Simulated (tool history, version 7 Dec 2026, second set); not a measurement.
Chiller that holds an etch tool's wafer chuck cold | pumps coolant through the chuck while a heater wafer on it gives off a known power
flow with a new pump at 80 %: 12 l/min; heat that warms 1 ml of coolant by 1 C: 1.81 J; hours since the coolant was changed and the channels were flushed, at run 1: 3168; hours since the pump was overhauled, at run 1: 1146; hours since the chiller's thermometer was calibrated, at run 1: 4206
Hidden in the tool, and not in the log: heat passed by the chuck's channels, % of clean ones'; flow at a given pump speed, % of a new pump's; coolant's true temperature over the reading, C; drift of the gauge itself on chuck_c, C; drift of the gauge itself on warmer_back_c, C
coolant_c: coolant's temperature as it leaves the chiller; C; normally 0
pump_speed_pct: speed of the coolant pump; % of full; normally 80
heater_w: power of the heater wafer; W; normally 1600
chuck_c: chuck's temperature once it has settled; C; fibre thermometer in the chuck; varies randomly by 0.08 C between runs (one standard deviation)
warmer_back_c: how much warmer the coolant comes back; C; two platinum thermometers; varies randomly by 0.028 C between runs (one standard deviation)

run	day	coolant_c	pump_speed_pct	heater_w	hours since the coolant was changed and the channels were flushed	hours since the pump was overhauled	hours since the chiller's thermometer was calibrated	chuck_c	warmer_back_c
1	0	0	80	1600	3168	1146	4206	11.1	4.39
2	0.846	0	80	1600	3189	1166	4226	11.14	4.43
3	2.171	0	80	1600	3221	1198	4258	11.18	4.38
4	2.95	0	80	1600	3239	1217	4277	11.21	4.44
5	4.308	3	80	1600	3272	1249	4309	14.17	4.4
6	5.583	3	80	1600	3302	1280	4340	14.09	4.45
7	7.1	3	80	1600	3339	1316	4376	14.24	4.45
8	8.667	3	80	1600	3377	1354	4414	14.13	4.41
# day 9.992: chiller's thermometer calibrated
9	10.096	-1	78	1600	3410	1387	3	10.41	4.62
10	11.233	0	82	1600	3437	1415	30	10.94	4.32
11	11.883	0	89	1317	3453	1430	45	8.49	3.18
12	13.304	-8	66	1536	3487	1464	80	4.01	5.29
13	14.55	1	80	2363	3517	1494	109	17.36	6.52
14	15.525	-4	80	1600	3540	1517	133	6.89	4.42
15	16.567	-4	80	1600	3565	1542	158	6.97	4.43

Branching from run 15: 4 alternative next runs. What would each branch give?
A	17.479	0	81	1600	3587	1564	180	?	?
B	17.479	-1	99	1071	3587	1564	180	?	?
C	17.479	-8	80	1824	3587	1564	180	?	?
D	17.479	4	60	1392	3587	1564	180	?	?

run	chuck_c	warmer_back_c
A	10.89	4.29
B	5.19	2.34
C	4.53	4.99
D	15.55	5.34
Stripped of hidden state, with their random variation kept, the same runs would have yielded:
run	chuck_c	warmer_back_c
A	11.11	4.29
B	5.42	2.34
C	4.75	4.99
D	15.77	5.33
